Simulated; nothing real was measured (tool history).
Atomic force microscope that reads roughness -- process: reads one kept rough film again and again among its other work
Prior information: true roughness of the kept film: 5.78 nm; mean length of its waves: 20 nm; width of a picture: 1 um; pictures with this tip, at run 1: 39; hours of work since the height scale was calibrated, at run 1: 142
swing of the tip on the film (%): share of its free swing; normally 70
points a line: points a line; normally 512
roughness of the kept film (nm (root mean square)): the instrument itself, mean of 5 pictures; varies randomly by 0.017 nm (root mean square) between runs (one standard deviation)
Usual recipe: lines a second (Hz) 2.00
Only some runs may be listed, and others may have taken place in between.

run	hour	lines a second (Hz)	swing of the tip on the film (%)	points a line	pictures with this tip	hours of work since the height scale was calibrated	roughness of the kept film (nm (root mean square))
1	0.0	2.00	70	512	39	142	2.922
# hour 26.0: new tip fitted
2	42.1	2.00	70	512	30	172	3.223
# hour 72.7: new tip fitted
3	112.9	2.00	70	512	76	224	2.506
# hour 118.0: new tip fitted
# hour 162.2: new tip fitted
4	187.6	1.67	70	512	48	278	2.942
# hour 208.4: new tip fitted
5	220.7	1.67	70	512	23	302	3.402
# hour 252.3: new tip fitted
6	275.1	0.59	70	512	42	341	3.201
# hour 298.7: new tip fitted
7	332.9	2.00	70	512	65	383	2.631
# hour 344.3: new tip fitted
# hour 392.2: new tip fitted
8	398.7	2.00	70	512	12	430	3.631
# hour 442.0: new tip fitted
9	457.5	2.00	70	512	29	473	3.175
# hour 490.7: new tip fitted
10	490.8	1.70	70	276	0	497	4.036
# hour 535.8: new tip fitted
11	543.2	0.94	64	680	14	535	3.816
# hour 583.0: new tip fitted
12	611.5	1.45	67	320	54	585	2.933
# hour 631.4: new tip fitted
13	651.9	1.45	67	320	39	614	3.091
# hour 675.2: new tip fitted
# hour 719.9: new tip fitted
14	720.6	1.45	67	320	1	663	4.124
# hour 766.2: new tip fitted
15	767.3	1.45	67	320	2	697	4.060
# hour 811.5: new tip fitted
16	844.4	1.45	71	734	62	753	2.661
# hour 857.2: new tip fitted
17	891.2	0.72	70	272	64	787	2.693
# hour 901.7: new tip fitted
# hour 949.8: new tip fitted
18	949.8	1.31	70	272	0	829	4.065

5 ways to go on from here, each from the tool as it stands after run 18. What would each give?
# hour 996.3: new tip fitted
A	1008.7	2.50	64	309	23	872	?
# hour 996.3: new tip fitted
B	1008.7	0.84	88	955	23	872	?
# hour 996.3: new tip fitted
C	1008.7	2.00	68	512	23	872	?
# hour 996.3: new tip fitted
D	1008.7	2.82	82	353	23	872	?
# hour 996.3: new tip fitted
E	1008.7	1.18	86	272	23	872	?

run	roughness of the kept film (nm (root mean square))
A	3.342
B	3.405
C	3.391
D	2.975
E	3.186
What these runs would have given with no unlogged condition in the tool:
run	roughness of the kept film (nm (root mean square))
A	4.113
B	4.191
C	4.173
D	3.662
E	3.921
